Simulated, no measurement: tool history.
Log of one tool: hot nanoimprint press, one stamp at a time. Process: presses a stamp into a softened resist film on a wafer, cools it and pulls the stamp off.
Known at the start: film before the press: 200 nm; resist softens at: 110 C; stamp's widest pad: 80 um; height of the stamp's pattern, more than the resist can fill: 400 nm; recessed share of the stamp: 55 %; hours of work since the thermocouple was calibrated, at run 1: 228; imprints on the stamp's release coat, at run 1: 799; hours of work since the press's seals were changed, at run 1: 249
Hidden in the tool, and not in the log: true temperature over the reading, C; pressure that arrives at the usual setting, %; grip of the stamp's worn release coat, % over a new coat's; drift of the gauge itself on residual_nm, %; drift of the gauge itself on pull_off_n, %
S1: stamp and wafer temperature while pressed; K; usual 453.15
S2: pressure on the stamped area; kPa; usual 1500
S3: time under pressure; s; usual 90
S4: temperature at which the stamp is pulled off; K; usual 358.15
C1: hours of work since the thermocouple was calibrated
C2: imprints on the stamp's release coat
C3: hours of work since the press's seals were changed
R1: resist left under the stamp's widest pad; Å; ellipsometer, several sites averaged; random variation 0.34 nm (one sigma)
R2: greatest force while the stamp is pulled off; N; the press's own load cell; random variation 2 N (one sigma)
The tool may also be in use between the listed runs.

run   hour      S1    S2  S3      S4   C1    C2   C3    R1   R2
  1    0.0  453.15  1500  90  358.15  228   799  249  1213  119
  2   16.8  453.15  1500  90  358.15  240   881  261  1217  126
  3   27.1  453.15  1500  50  358.15  247   930  268  1426  123
  4   40.5  453.15  1500  50  358.15  257   995  277  1418  125
      57.1  -- plate thermocouple calibrated
  5   59.3  453.15  1500  50  358.15    2  1072  289  1387  125
  6   74.5  453.15  1500  50  358.15   12  1145  299  1379  127
  7   84.1  453.15  1500  50  362.15   19  1192  306  1379  128
      94.2  -- stamp cleaned and given a new release coat
  8  104.5  453.15  1500  50  362.15   29    51  316  1388  102
  9  114.0  453.15  1500  50  362.15   36    96  323  1380  100
 10  125.5  447.15  1500  61  358.15   44   152  331  1550  106
 11  138.0  462.15  1500  61  358.15   53   212  340   982  105
 12  154.5  462.15  1500  61  358.15   65   292  352   988  107

Forecast each of these 3 alternatives for the next run:
  A  167.8  444.15  2380  88  358.15  74  357  361   ?   ?
  B  167.8  462.15  1830  61  358.15  74  357  361   ?   ?
  C  167.8  453.15  1500  90  348.15  74  357  361   ?   ?

run    R1   R2
  A  1364  107
  B   901  109
  C  1185  117
Without the tool's hidden state the same runs would have given:
run    R1   R2
  A  1345   99
  B   888  101
  C  1171  108

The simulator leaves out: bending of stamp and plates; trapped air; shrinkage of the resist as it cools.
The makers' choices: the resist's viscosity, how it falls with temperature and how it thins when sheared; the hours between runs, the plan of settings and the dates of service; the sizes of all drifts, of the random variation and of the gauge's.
